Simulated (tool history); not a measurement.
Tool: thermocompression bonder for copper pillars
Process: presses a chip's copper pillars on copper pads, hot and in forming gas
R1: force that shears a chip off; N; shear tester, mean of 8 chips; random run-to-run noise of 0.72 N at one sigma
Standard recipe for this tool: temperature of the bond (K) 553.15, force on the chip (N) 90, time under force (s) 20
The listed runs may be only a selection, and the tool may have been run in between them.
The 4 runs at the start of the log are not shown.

Run 5, hour 93.8: usual settings but time under force (s) 17. Result: R1 47.6 N.
Run 6, hour 115.9: usual settings but time under force (s) 17. Result: R1 47.3 N.
Run 7, hour 145.4: usual settings but force on the chip (N) 91. Result: R1 49.6 N.
Run 8, hour 162.1: usual settings but force on the chip (N) 91. Result: R1 50.4 N.
Run 9, hour 178.7: usual settings but temperature of the bond (K) 554.15. Result: R1 49.2 N.
Run 10, hour 205.0: usual settings but temperature of the bond (K) 554.15. Result: R1 47.8 N.
Run 11, hour 228.9: usual settings but time under force (s) 17. Result: R1 44.2 N.
Run 12, hour 241.8: usual settings. Result: R1 47.2 N.
Run 13, hour 270.7: usual settings. Result: R1 45.3 N.
Run 14, hour 292.6: usual settings but time under force (s) 57. Result: R1 59.4 N.
Run 15, hour 314.5: usual settings but time under force (s) 57. Result: R1 58.3 N.
At hour 318.2: force cell calibrated.
Run 16, hour 337.5: usual settings but temperature of the bond (K) 527.15, time under force (s) 57. Result: R1 44.8 N.
Run 17, hour 351.1: usual settings. Result: R1 44.3 N.
At hour 360.2: forming gas filter changed.
Run 18, hour 375.3: usual settings but time under force (s) 36. Result: R1 57.0 N.
Run 19, hour 395.7: usual settings but time under force (s) 31. Result: R1 54.5 N.
Run 20, hour 415.0: usual settings but time under force (s) 31. Result: R1 55.4 N.
At hour 429.9: force cell calibrated, once more.
Run 21, hour 429.9: usual settings but temperature of the bond (K) 563.15, time under force (s) 29. Result: R1 60.9 N.
Run 22, hour 445.2: usual settings but temperature of the bond (K) 563.15, time under force (s) 54. Result: R1 69.6 N.
Run 23, hour 460.8: usual settings but temperature of the bond (K) 578.15, force on the chip (N) 131, time under force (s) 54. Result: R1 77.6 N.

What will run 24 give?
Run 24, hour 478.6: usual settings but temperature of the bond (K) 529.15, force on the chip (N) 107, time under force (s) 10. Result: R1 ?.

{"run 24": {"R1": 34.1}}
With the hidden condition absent and the run-to-run variation left alone, this run would have shown R1 36.4 N.
